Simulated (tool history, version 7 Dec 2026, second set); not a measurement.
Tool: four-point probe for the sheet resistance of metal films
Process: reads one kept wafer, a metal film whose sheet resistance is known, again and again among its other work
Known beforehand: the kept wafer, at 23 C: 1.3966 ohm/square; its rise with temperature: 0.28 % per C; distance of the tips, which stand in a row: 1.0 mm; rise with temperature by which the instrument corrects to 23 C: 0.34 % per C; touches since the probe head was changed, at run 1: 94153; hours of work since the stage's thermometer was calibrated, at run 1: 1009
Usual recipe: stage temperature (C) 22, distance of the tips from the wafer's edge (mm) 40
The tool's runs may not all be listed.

| run | hour | stage temperature (C) | distance of the tips from the wafer's edge (mm) | touches since the probe head was changed | hours of work since the stage's thermometer was calibrated | sheet resistance as the instrument gives it (ohm/square) |
|---|---|---|---|---|---|---|
| 1 | 0 | 22 | 40 | 94153 | 1009 | 1.392493 |
| 2 | 120.1 | 22 | 40 | 96764 | 1070 | 1.391668 |
| 3 | 183.3 | 22 | 40 | 98138 | 1102 | 1.391786 |
| 4 | 241.9 | 22 | 27 | 99413 | 1132 | 1.392268 |
| 5 | 363.9 | 22 | 21 | 102064 | 1194 | 1.392698 |
| 6 | 500 | 22 | 21 | 105024 | 1263 | 1.392411 |
| 7 | 601.5 | 25 | 40 | 107231 | 1314 | 1.388611 |
| 8 | 663.1 | 25 | 40 | 108571 | 1346 | 1.388379 |
| 9 | 722.6 | 25 | 40 | 109865 | 1376 | 1.388729 |
| 10 | 787.3 | 25 | 40 | 111270 | 1409 | 1.387646 |
| 11 | 901.9 | 25 | 40 | 113763 | 1467 | 1.38779 |
| 12 | 1008.6 | 26 | 40 | 116083 | 1521 | 1.386818 |
| 13 | 1097.2 | 26 | 15 | 118008 | 1566 | 1.389602 |
| 14 | 1191.3 | 21 | 15 | 120056 | 1614 | 1.393659 |
| 15 | 1285.8 | 22 | 40 | 122109 | 1662 | 1.389295 |
| 16 | 1367.8 | 22 | 40 | 123893 | 1703 | 1.389811 |
| 17 | 1502.1 | 22 | 40 | 126813 | 1771 | 1.389297 |
| 18 | 1576.8 | 22 | 40 | 128436 | 1809 | 1.389169 |
| 19 | 1701.6 | 21 | 40 | 131150 | 1873 | 1.389863 |
| 20 | 1802.5 | 22 | 40 | 133344 | 1924 | 1.388841 |
| 21 | 1897.5 | 22 | 63 | 135410 | 1972 | 1.388094 |
| 22 | 2022.5 | 22 | 63 | 138127 | 2035 | 1.388475 |
| 23 | 2143.9 | 31 | 40 | 140768 | 2097 | 1.381441 |
| 24 | 2198.8 | 33 | 25 | 141960 | 2125 | 1.379876 |
| 25 | 2288.5 | 33 | 25 | 143910 | 2170 | 1.380642 |
| 26 | 2371.5 | 28 | 16 | 145716 | 2213 | 1.385365 |
| 27 | 2448.8 | 34 | 3 | 147396 | 2252 | 1.455696 |
| 28 | 2576.9 | 27 | 55 | 150182 | 2317 | 1.383365 |
| 29 | 2684 | 27 | 4 | 152511 | 2371 | 1.427236 |
| 30 | 2749.4 | 27 | 4 | 153931 | 2404 | 1.427476 |
| 31 | 2853.1 | 34 | 72 | 156186 | 2457 | 1.377237 |
| 32 | 2907.9 | 34 | 72 | 157379 | 2485 | 1.377371 |
|  | 2917.6 | stage's thermometer calibrated |
| 33 | 2969 | 29 | 40 | 158697 | 26 | 1.379771 |
| 34 | 3064.3 | 29 | 40 | 160769 | 74 | 1.380251 |
| 35 | 3138.5 | 22 | 13 | 162382 | 112 | 1.389188 |
| 36 | 3241.4 | 20 | 59 | 164619 | 164 | 1.386563 |
|  | 3292 | stage's thermometer calibrated, once more |
| 37 | 3354.6 | 20 | 59 | 167070 | 32 | 1.390735 |
| 38 | 3429.2 | 20 | 59 | 168692 | 70 | 1.39042 |
| 39 | 3527.6 | 29 | 16 | 170831 | 120 | 1.385525 |
| 40 | 3593.7 | 27 | 45 | 172268 | 153 | 1.384788 |
| 41 | 3670.4 | 23 | 48 | 173935 | 192 | 1.388073 |
| 42 | 3798.9 | 34 | 8 | 176731 | 257 | 1.390143 |
| 43 | 3863.9 | 34 | 8 | 178144 | 290 | 1.390319 |
| 44 | 3997 | 21 | 24 | 181037 | 358 | 1.390003 |
| 45 | 4131.2 | 21 | 24 | 183954 | 426 | 1.389574 |

For each entry between runs, how does the tool's hidden state at the last listed run before it compare with that at the first listed run after it?
After run 32, before run 33: stage's thermometer calibrated (hour 2917.6)
  inner tips' distance over the nominal, %: -0.53 -> -0.534; tips' flats over new ones', %: 75 -> 76; wafer's true temperature over the reading, C: -0.79 -> -1.09
  measured result minus the result with no hidden state, sheet resistance as the instrument gives it (ohm/square): -0.010958 -> -0.01224
After run 36, before run 37: stage's thermometer calibrated, once more (hour 3292)
  inner tips' distance over the nominal, %: -0.556 -> -0.563; tips' flats over new ones', %: 79 -> 80; wafer's true temperature over the reading, C: -1.14 -> -0.04
  measured result minus the result with no hidden state, sheet resistance as the instrument gives it (ohm/square): -0.012934 -> -0.008689

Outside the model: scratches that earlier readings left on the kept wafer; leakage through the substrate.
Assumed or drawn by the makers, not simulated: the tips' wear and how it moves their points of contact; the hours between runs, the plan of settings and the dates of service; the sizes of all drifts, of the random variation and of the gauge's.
